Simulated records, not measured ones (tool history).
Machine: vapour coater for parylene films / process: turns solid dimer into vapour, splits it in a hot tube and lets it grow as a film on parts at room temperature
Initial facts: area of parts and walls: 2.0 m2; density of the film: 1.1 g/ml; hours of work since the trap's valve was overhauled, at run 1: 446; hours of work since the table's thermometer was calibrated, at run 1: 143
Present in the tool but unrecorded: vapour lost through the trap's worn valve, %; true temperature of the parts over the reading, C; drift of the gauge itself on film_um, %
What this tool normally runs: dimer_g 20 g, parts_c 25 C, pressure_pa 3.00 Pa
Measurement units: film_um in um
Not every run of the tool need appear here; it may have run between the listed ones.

| run | hour | dimer_g | parts_c | pressure_pa | hours of work since the trap's valve was overhauled | hours of work since the table's thermometer was calibrated | film_um |
|---|---|---|---|---|---|---|---|
| 1 | 0.0 | 20 | 25 | 3.00 | 446 | 143 | 6.03 |
| 2 | 27.3 | 20 | 25 | 3.00 | 462 | 159 | 6.03 |
| 3 | 48.5 | 18 | 25 | 3.00 | 474 | 171 | 5.42 |
|  | 54.6 | trap's valve overhauled |
| 4 | 79.2 | 18 | 25 | 3.00 | 14 | 186 | 5.80 |
| 5 | 112.1 | 18 | 25 | 2.13 | 33 | 205 | 6.18 |
| 6 | 137.9 | 11 | 25 | 3.00 | 47 | 220 | 3.51 |
| 7 | 158.6 | 11 | 25 | 3.00 | 59 | 231 | 3.54 |
| 8 | 179.4 | 11 | 25 | 3.00 | 71 | 243 | 3.50 |
| 9 | 209.4 | 11 | 25 | 3.00 | 88 | 260 | 3.50 |
| 10 | 230.6 | 11 | 25 | 3.00 | 100 | 273 | 3.51 |
| 11 | 246.2 | 11 | 25 | 3.00 | 109 | 281 | 3.50 |
| 12 | 261.6 | 11 | 25 | 3.00 | 118 | 290 | 3.48 |
| 13 | 281.3 | 11 | 25 | 3.00 | 129 | 301 | 3.42 |
| 14 | 303.2 | 16 | 25 | 3.00 | 142 | 314 | 5.06 |
| 15 | 336.4 | 16 | 25 | 3.00 | 161 | 333 | 5.05 |
| 16 | 350.0 | 20 | 25 | 2.13 | 168 | 340 | 6.80 |
| 17 | 379.0 | 20 | 25 | 2.13 | 185 | 357 | 6.89 |
| 18 | 398.6 | 20 | 25 | 2.13 | 196 | 368 | 6.75 |
| 19 | 425.1 | 20 | 25 | 2.13 | 211 | 383 | 6.67 |
| 20 | 447.5 | 20 | 25 | 2.13 | 224 | 396 | 6.82 |
| 21 | 467.9 | 20 | 23 | 3.00 | 235 | 408 | 6.55 |
| 22 | 495.7 | 20 | 25 | 3.00 | 251 | 424 | 6.25 |
| 23 | 526.2 | 20 | 25 | 3.00 | 269 | 441 | 6.27 |
| 24 | 549.5 | 20 | 25 | 3.00 | 282 | 454 | 6.21 |
| 25 | 574.8 | 20 | 25 | 3.00 | 296 | 469 | 6.20 |
| 26 | 600.4 | 21 | 17 | 3.00 | 311 | 483 | 8.12 |
| 27 | 618.8 | 12 | 17 | 5.87 | 321 | 494 | 3.95 |
| 28 | 634.8 | 9 | 23 | 6.34 | 330 | 503 | 2.48 |
| 29 | 653.7 | 8 | 23 | 8.08 | 341 | 514 | 2.04 |
| 30 | 682.6 | 8 | 21 | 8.69 | 358 | 530 | 2.14 |
| 31 | 701.6 | 15 | 25 | 6.80 | 369 | 541 | 3.82 |
| 32 | 727.3 | 23 | 35 | 3.18 | 383 | 555 | 5.16 |
| 33 | 758.0 | 35 | 35 | 2.54 | 401 | 573 | 8.27 |
| 34 | 788.3 | 8 | 33 | 3.00 | 418 | 590 | 1.92 |
| 35 | 811.9 | 8 | 33 | 3.00 | 431 | 604 | 1.92 |
| 36 | 835.8 | 20 | 27 | 3.00 | 445 | 617 | 5.80 |
| 37 | 856.9 | 20 | 27 | 3.00 | 457 | 629 | 5.67 |
| 38 | 882.7 | 20 | 27 | 3.00 | 472 | 644 | 5.74 |
|  | 891.7 | trap's valve overhauled |
| 39 | 902.1 | 20 | 27 | 3.00 | 6 | 653 | 6.14 |
| 40 | 928.7 | 20 | 27 | 3.00 | 21 | 668 | 6.08 |
| 41 | 960.5 | 20 | 19 | 2.06 | 39 | 686 | 8.25 |
| 42 | 980.4 | 20 | 25 | 2.59 | 51 | 697 | 6.58 |
| 43 | 1002.4 | 22 | 19 | 3.68 | 63 | 710 | 7.89 |
| 44 | 1028.7 | 22 | 19 | 3.68 | 78 | 725 | 8.01 |
| 45 | 1047.9 | 22 | 19 | 3.68 | 89 | 736 | 7.89 |
| 46 | 1068.0 | 23 | 30 | 6.32 | 100 | 747 | 5.32 |
| 47 | 1092.1 | 23 | 30 | 6.32 | 114 | 761 | 5.33 |

Hidden condition of the tool, last listed run before each entry between runs versus first listed run after:
Between runs 3 and 4: trap's valve overhauled (hour 54.6)
  vapour lost through the trap's worn valve, %: 7 -> 0.7
  measured less the result without the state, film_um: -0.44 -> -0.08 um
Between runs 38 and 39: trap's valve overhauled (hour 891.7)
  vapour lost through the trap's worn valve, %: 7.4 -> 0.5; true temperature of the parts over the reading, C: 0.4 -> 0.41
  measured less the result without the state, film_um: -0.52 -> -0.10 um

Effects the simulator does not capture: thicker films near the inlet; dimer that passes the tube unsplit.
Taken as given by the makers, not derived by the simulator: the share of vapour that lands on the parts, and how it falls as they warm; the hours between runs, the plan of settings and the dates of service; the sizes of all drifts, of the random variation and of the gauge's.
